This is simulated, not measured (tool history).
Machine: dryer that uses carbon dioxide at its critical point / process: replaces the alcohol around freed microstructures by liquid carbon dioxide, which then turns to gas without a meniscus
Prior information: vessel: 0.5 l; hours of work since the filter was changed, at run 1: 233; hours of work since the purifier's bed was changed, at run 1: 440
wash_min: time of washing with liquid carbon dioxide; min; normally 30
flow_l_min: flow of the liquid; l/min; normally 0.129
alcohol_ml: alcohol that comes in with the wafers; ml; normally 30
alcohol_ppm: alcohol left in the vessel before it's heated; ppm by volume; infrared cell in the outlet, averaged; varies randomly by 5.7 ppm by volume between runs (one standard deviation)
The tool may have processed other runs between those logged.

run,day,wash_min,flow_l_min,alcohol_ml,hours of work since the filter was changed,hours of work since the purifier's bed was changed,alcohol_ppm
1,0,30,0.129,30,233,440,314
2,2.083,23,0.129,30,251,458,951
3,3.225,30,0.129,30,261,467,328
4,5.688,30,0.129,30,282,489,341
5,7.167,30,0.129,30,295,501,342
6,9.938,30,0.129,30,319,525,334
7,12.229,30,0.129,30,339,545,358
8,13.562,30,0.129,32,350,556,389
9,15.375,30,0.129,32,366,572,384
10,17.467,30,0.129,30,384,590,386
11,19.654,30,0.129,30,403,609,384
12,22.325,18,0.129,30,426,632,2511
13,24.654,38,0.129,30,446,652,199
14,26.442,38,0.129,30,461,667,197
15,29.088,30,0.129,30,484,690,424
16,30.375,30,0.129,30,495,701,424
17,31.675,30,0.129,30,506,713,441
# day 32.583: inlet filter changed
18,33.875,30,0.134,30,11,731,279
19,35.162,21,0.129,30,22,742,1150
20,36.521,31,0.129,30,34,754,301
21,38.575,30,0.096,30,52,772,960
22,40.417,30,0.101,30,68,788,811
23,42.158,30,0.129,30,83,803,344
24,44.083,30,0.09,43,99,819,1761
25,46.121,48,0.159,34,117,837,164
26,47.358,48,0.159,34,127,847,159
27,49.542,48,0.159,34,146,866,171
28,52.096,41,0.086,69,168,888,981
29,53.362,41,0.193,62,179,899,183
30,55.042,20,0.087,49,194,914,8012
31,57.729,20,0.087,49,217,937,8055
32,58.992,20,0.087,49,228,948,8200
33,60.892,30,0.081,47,244,964,3134

Run 34, settings as shown, results not yet in. Your forecast:
34,62.821,20,0.16,21,261,981,?

Run 34 came out at alcohol_ppm 616 ppm by volume.
Had the tool carried no hidden state, the very same run would have given alcohol_ppm 340 ppm by volume.
